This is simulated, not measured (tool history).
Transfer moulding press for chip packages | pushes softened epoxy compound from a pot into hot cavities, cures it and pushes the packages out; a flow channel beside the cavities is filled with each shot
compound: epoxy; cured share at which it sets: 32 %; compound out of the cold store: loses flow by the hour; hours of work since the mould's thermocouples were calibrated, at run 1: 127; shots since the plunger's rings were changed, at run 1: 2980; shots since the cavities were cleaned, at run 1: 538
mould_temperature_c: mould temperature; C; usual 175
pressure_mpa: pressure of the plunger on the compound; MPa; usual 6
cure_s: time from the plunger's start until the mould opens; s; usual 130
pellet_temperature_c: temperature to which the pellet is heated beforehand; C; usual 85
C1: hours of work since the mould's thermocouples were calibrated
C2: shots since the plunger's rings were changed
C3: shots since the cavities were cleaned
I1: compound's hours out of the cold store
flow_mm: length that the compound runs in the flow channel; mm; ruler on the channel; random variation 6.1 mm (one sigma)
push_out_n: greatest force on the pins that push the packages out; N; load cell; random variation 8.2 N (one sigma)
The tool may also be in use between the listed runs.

{"run": 1, "hour": 0.0, "mould_temperature_c": 175, "pressure_mpa": 6, "cure_s": 130, "pellet_temperature_c": 85, "C1": 127, "C2": 2980, "C3": 538, "I1": 44.9, "flow_mm": 761, "push_out_n": 554}
{"run": 2, "hour": 10.8, "mould_temperature_c": 175, "pressure_mpa": 6, "cure_s": 130, "pellet_temperature_c": 85, "C1": 134, "C2": 3083, "C3": 641, "I1": 24, "flow_mm": 833, "push_out_n": 589}
{"run": 3, "hour": 31.2, "mould_temperature_c": 175, "pressure_mpa": 6, "cure_s": 130, "pellet_temperature_c": 85, "C1": 147, "C2": 3277, "C3": 835, "I1": 12.8, "flow_mm": 887, "push_out_n": 611}
{"run": 4, "hour": 42.7, "mould_temperature_c": 175, "pressure_mpa": 6, "cure_s": 130, "pellet_temperature_c": 85, "C1": 154, "C2": 3386, "C3": 944, "I1": 23.4, "flow_mm": 834, "push_out_n": 603}
{"hour": 68.9, "done": "cavities cleaned with cleaning compound and waxed"}
{"run": 5, "hour": 68.9, "mould_temperature_c": 175, "pressure_mpa": 6, "cure_s": 130, "pellet_temperature_c": 86, "C1": 169, "C2": 3620, "C3": 0, "I1": 36.1, "flow_mm": 785, "push_out_n": 374}
{"run": 6, "hour": 88.0, "mould_temperature_c": 175, "pressure_mpa": 6, "cure_s": 130, "pellet_temperature_c": 85, "C1": 181, "C2": 3802, "C3": 182, "I1": 40.5, "flow_mm": 786, "push_out_n": 460}
{"hour": 104.1, "done": "plunger's sealing rings changed"}
{"run": 7, "hour": 113.9, "mould_temperature_c": 175, "pressure_mpa": 6, "cure_s": 130, "pellet_temperature_c": 85, "C1": 196, "C2": 93, "C3": 404, "I1": 22.8, "flow_mm": 878, "push_out_n": 555}
{"run": 8, "hour": 135.0, "mould_temperature_c": 175, "pressure_mpa": 6, "cure_s": 130, "pellet_temperature_c": 83, "C1": 209, "C2": 294, "C3": 605, "I1": 23.5, "flow_mm": 884, "push_out_n": 584}
{"run": 9, "hour": 147.5, "mould_temperature_c": 175, "pressure_mpa": 6, "cure_s": 137, "pellet_temperature_c": 85, "C1": 217, "C2": 413, "C3": 724, "I1": 25.5, "flow_mm": 870, "push_out_n": 568}
{"run": 10, "hour": 171.5, "mould_temperature_c": 175, "pressure_mpa": 6, "cure_s": 137, "pellet_temperature_c": 85, "C1": 232, "C2": 641, "C3": 952, "I1": 17.4, "flow_mm": 891, "push_out_n": 606}
{"run": 11, "hour": 193.9, "mould_temperature_c": 175, "pressure_mpa": 6, "cure_s": 137, "pellet_temperature_c": 85, "C1": 246, "C2": 854, "C3": 1165, "I1": 29, "flow_mm": 849, "push_out_n": 602}
{"hour": 197.2, "done": "cavities cleaned with cleaning compound and waxed"}
{"run": 12, "hour": 208.5, "mould_temperature_c": 175, "pressure_mpa": 6, "cure_s": 137, "pellet_temperature_c": 85, "C1": 255, "C2": 978, "C3": 107, "I1": 47.2, "flow_mm": 774, "push_out_n": 433}
{"run": 13, "hour": 225.1, "mould_temperature_c": 170, "pressure_mpa": 6.85, "cure_s": 155, "pellet_temperature_c": 79, "C1": 265, "C2": 1136, "C3": 265, "I1": 10, "flow_mm": 1016, "push_out_n": 514}
{"run": 14, "hour": 242.1, "mould_temperature_c": 176, "pressure_mpa": 6.25, "cure_s": 133, "pellet_temperature_c": 75, "C1": 276, "C2": 1298, "C3": 427, "I1": 32.9, "flow_mm": 845, "push_out_n": 530}
{"run": 15, "hour": 263.5, "mould_temperature_c": 174, "pressure_mpa": 7.13, "cure_s": 161, "pellet_temperature_c": 90, "C1": 289, "C2": 1501, "C3": 630, "I1": 27.6, "flow_mm": 930, "push_out_n": 536}
{"run": 16, "hour": 281.2, "mould_temperature_c": 174, "pressure_mpa": 7.13, "cure_s": 161, "pellet_temperature_c": 90, "C1": 300, "C2": 1669, "C3": 798, "I1": 15.2, "flow_mm": 990, "push_out_n": 557}
{"run": 17, "hour": 306.9, "mould_temperature_c": 175, "pressure_mpa": 5.65, "cure_s": 142, "pellet_temperature_c": 85, "C1": 317, "C2": 1913, "C3": 1042, "I1": 11.2, "flow_mm": 881, "push_out_n": 591}
{"hour": 323.3, "done": "cavities cleaned with cleaning compound and waxed"}
{"run": 18, "hour": 324.7, "mould_temperature_c": 175, "pressure_mpa": 5.65, "cure_s": 142, "pellet_temperature_c": 85, "C1": 327, "C2": 2068, "C3": 13, "I1": 32.4, "flow_mm": 785, "push_out_n": 383}
{"run": 19, "hour": 341.6, "mould_temperature_c": 175, "pressure_mpa": 6, "cure_s": 170, "pellet_temperature_c": 84, "C1": 338, "C2": 2229, "C3": 174, "I1": 41.2, "flow_mm": 780, "push_out_n": 476}
{"run": 20, "hour": 359.3, "mould_temperature_c": 175, "pressure_mpa": 6, "cure_s": 170, "pellet_temperature_c": 86, "C1": 349, "C2": 2397, "C3": 342, "I1": 19.1, "flow_mm": 868, "push_out_n": 518}

Forecast each of these 3 alternatives for the next run:
{"run": "A", "hour": 381.0, "mould_temperature_c": 175, "pressure_mpa": 6, "cure_s": 130, "pellet_temperature_c": 79, "C1": 362, "C2": 2603, "C3": 548, "I1": 35.7, "flow_mm": "?", "push_out_n": "?"}
{"run": "B", "hour": 381.0, "mould_temperature_c": 178, "pressure_mpa": 6, "cure_s": 170, "pellet_temperature_c": 86, "C1": 362, "C2": 2603, "C3": 548, "I1": 10.7, "flow_mm": "?", "push_out_n": "?"}
{"run": "C", "hour": 381.0, "mould_temperature_c": 170, "pressure_mpa": 7.48, "cure_s": 159, "pellet_temperature_c": 86, "C1": 362, "C2": 2603, "C3": 548, "I1": 41.7, "flow_mm": "?", "push_out_n": "?"}

run=A flow_mm=801 push_out_n=593
run=B flow_mm=889 push_out_n=554
run=C flow_mm=903 push_out_n=590
Without the tool's hidden state the same runs would have given:
run=A flow_mm=822 push_out_n=365
run=B flow_mm=913 push_out_n=348
run=C flow_mm=927 push_out_n=366
